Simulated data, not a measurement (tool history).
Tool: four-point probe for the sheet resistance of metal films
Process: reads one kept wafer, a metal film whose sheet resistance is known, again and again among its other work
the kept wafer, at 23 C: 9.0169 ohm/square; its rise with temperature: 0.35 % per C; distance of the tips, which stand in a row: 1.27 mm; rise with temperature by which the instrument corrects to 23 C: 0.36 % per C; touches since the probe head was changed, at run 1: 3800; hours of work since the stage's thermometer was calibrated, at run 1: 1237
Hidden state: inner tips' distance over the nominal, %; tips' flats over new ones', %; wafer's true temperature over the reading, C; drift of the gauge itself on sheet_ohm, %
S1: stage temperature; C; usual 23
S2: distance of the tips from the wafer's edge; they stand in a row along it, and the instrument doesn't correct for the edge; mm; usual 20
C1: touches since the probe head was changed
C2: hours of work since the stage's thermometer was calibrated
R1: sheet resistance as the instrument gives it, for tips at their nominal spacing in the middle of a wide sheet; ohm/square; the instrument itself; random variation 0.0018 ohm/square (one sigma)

| run | hour | S1 | S2 | C1 | C2 | R1 |
|---|---|---|---|---|---|---|
| 1 | 0 | 23 | 20 | 3800 | 1237 | 9.02693 |
| 2 | 9.7 | 23 | 20 | 4188 | 1242 | 9.020996 |
| 3 | 20.9 | 23 | 62 | 4638 | 1247 | 9.007789 |
| 4 | 36.5 | 23 | 62 | 5262 | 1254 | 9.005723 |
| 5 | 51.9 | 23 | 4 | 5878 | 1262 | 9.472475 |
| 6 | 64.4 | 23 | 4 | 6381 | 1268 | 9.465329 |
| 7 | 71.2 | 29 | 20 | 6652 | 1271 | 9.015925 |
| 8 | 78.2 | 29 | 20 | 6934 | 1274 | 9.015376 |
| 9 | 88.7 | 29 | 20 | 7353 | 1279 | 9.013818 |
| 10 | 99.3 | 23 | 20 | 7778 | 1284 | 9.022969 |
| 11 | 108.5 | 23 | 20 | 8147 | 1289 | 9.02571 |
| 12 | 123.3 | 23 | 33 | 8740 | 1296 | 9.013719 |
| 13 | 136.5 | 23 | 20 | 9268 | 1302 | 9.020796 |
| 14 | 148.9 | 23 | 20 | 9767 | 1308 | 9.024619 |
| 15 | 165.2 | 23 | 3 | 10419 | 1316 | 9.789201 |
| 16 | 176.4 | 23 | 3 | 10870 | 1321 | 9.78619 |
| 17 | 183.7 | 23 | 20 | 11159 | 1325 | 9.023228 |
| 18 | 194.8 | 23 | 7 | 11607 | 1330 | 9.160253 |
| 19 | 204.2 | 23 | 20 | 11981 | 1334 | 9.021728 |
| 20 | 217.9 | 23 | 45 | 12529 | 1341 | 9.00669 |
| 21 | 232 | 20 | 5 | 13095 | 1348 | 9.309612 |
| 22 | 248.3 | 18 | 11 | 13748 | 1355 | 9.073113 |
| 23 | 258.2 | 33 | 19 | 14147 | 1360 | 9.011437 |
| 24 | 266.9 | 24 | 8 | 14494 | 1364 | 9.121999 |
| 25 | 273.8 | 24 | 8 | 14772 | 1368 | 9.121153 |
| 26 | 284.5 | 26 | 20 | 15200 | 1373 | 9.018589 |
| 27 | 293.4 | 22 | 6 | 15554 | 1377 | 9.213726 |
| 28 | 308.7 | 26 | 19 | 16170 | 1384 | 9.018947 |
| 29 | 322.8 | 18 | 24 | 16734 | 1391 | 9.020501 |
| 30 | 331.2 | 18 | 24 | 17071 | 1395 | 9.019702 |
| 31 | 347 | 23 | 6 | 17703 | 1402 | 9.211676 |
| 32 | 359.5 | 26 | 10 | 18206 | 1408 | 9.072137 |
| 33 | 371.3 | 24 | 16 | 18678 | 1414 | 9.027258 |
| 34 | 382.8 | 22 | 16 | 19139 | 1420 | 9.0314 |
| 35 | 392.2 | 25 | 4 | 19515 | 1424 | 9.464157 |
| 36 | 405.9 | 26 | 38 | 20062 | 1431 | 8.997944 |
| 37 | 413 | 20 | 20 | 20349 | 1434 | 9.019429 |
| 38 | 420.7 | 20 | 20 | 20655 | 1438 | 9.02146 |
| 39 | 427.6 | 20 | 20 | 20931 | 1441 | 9.024176 |

Hidden state or all else? Some run-to-run changes of R1, split into what the settings, what came in and random variation would give without the hidden state, and what is left for the hidden state (with any gauge scatter that isn't in both results):
Run 4 -> 5: S2 62 -> 4. R1 +0.466752 ohm/square: hidden state -0.000866, all else +0.467618.
Run 14 -> 15: S2 20 -> 3. R1 +0.764582 ohm/square: hidden state -0.001408, all else +0.76599.
Run 16 -> 17: S2 3 -> 20. R1 -0.762962 ohm/square: hidden state +0.001009, all else -0.763971.
Run 34 -> 35: S1 22 -> 25, S2 16 -> 4. R1 +0.432757 ohm/square: hidden state -0.000883, all else +0.43364.
